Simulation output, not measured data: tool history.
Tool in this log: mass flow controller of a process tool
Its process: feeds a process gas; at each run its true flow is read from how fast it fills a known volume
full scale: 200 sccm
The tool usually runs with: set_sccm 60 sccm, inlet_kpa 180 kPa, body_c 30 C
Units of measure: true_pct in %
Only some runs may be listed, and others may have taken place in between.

run	hour	set_sccm	inlet_kpa	body_c	true_pct
1	0.0	60	180	30	100.77
2	83.1	60	180	20	99.99
3	150.1	60	180	30	100.86
4	247.5	60	180	30	100.77
5	362.0	60	180	36	101.24
6	447.5	60	180	36	101.31
7	497.9	60	180	30	100.87
8	547.9	60	180	30	100.91
9	640.0	60	180	30	100.98
10	735.4	60	180	31	100.95
11	845.5	60	180	31	101.05
12	956.8	60	180	31	101.11
13	1033.3	134	180	31	101.06
14	1141.7	60	180	30	101.04
15	1241.6	60	180	30	101.13
16	1346.4	60	180	30	101.09
17	1398.5	60	180	30	101.19
18	1503.4	60	180	30	101.05
19	1604.9	60	180	30	101.27
20	1679.2	60	180	30	101.28
21	1750.5	60	180	30	101.04
22	1808.0	60	180	26	100.94
23	1875.5	60	180	30	101.24
24	1936.7	60	180	30	101.38
25	2013.5	60	180	30	101.34
26	2102.2	28	143	39	103.58
27	2211.8	28	143	39	103.62
28	2319.2	35	241	31	101.85
29	2366.2	35	241	35	102.11
30	2431.7	48	242	26	101.13
31	2535.3	48	242	26	101.10
32	2634.8	99	260	30	100.67
33	2688.7	99	260	30	100.66
34	2754.2	40	153	22	101.83
35	2836.4	40	153	22	101.71
36	2946.5	40	153	22	101.93
37	3019.8	94	180	40	102.00
38	3132.1	32	185	37	103.33
39	3246.4	60	180	34	102.16
40	3298.0	60	209	27	101.35
41	3389.9	60	209	33	101.74
42	3474.7	60	141	37	102.48
43	3524.1	45	229	23	101.49
44	3631.6	45	229	23	101.45
45	3745.9	45	229	23	101.51
46	3837.7	190	203	30	101.55
47	3913.4	190	203	30	101.41
48	3967.9	33	203	29	103.12
49	4078.9	33	203	21	102.48

Selected run-to-run steps in true_pct, each split into two signed amounts: the part the tool would show with no hidden state at all (from settings, incoming material and random variation), and the remainder, which goes to the hidden state together with any gauge scatter not common to the measured and the hidden-state-free results:
What the log doesn't record here: flow at rest that the sensor doesn't see, % of full scale; true flow over the shown one, %; drift of the gauge itself on true_pct, %.
Run 25 -> 26: set_sccm 60 -> 28, inlet_kpa 180 -> 143, body_c 30 -> 39. true_pct +2.24 %: hidden state +1.65, all else +0.59.
Run 27 -> 28: set_sccm 28 -> 35, inlet_kpa 143 -> 241, body_c 39 -> 31. true_pct -1.77 %: hidden state -0.56, all else -1.21.
Run 37 -> 38: set_sccm 94 -> 32, inlet_kpa 180 -> 185, body_c 40 -> 37. true_pct +1.33 %: hidden state +2.08, all else -0.75.
Run 45 -> 46: set_sccm 45 -> 190, inlet_kpa 229 -> 203, body_c 23 -> 30. true_pct +0.04 %: hidden state -1.82, all else +1.86.
Run 47 -> 48: set_sccm 190 -> 33, body_c 30 -> 29. true_pct +1.71 %: hidden state +2.82, all else -1.11.
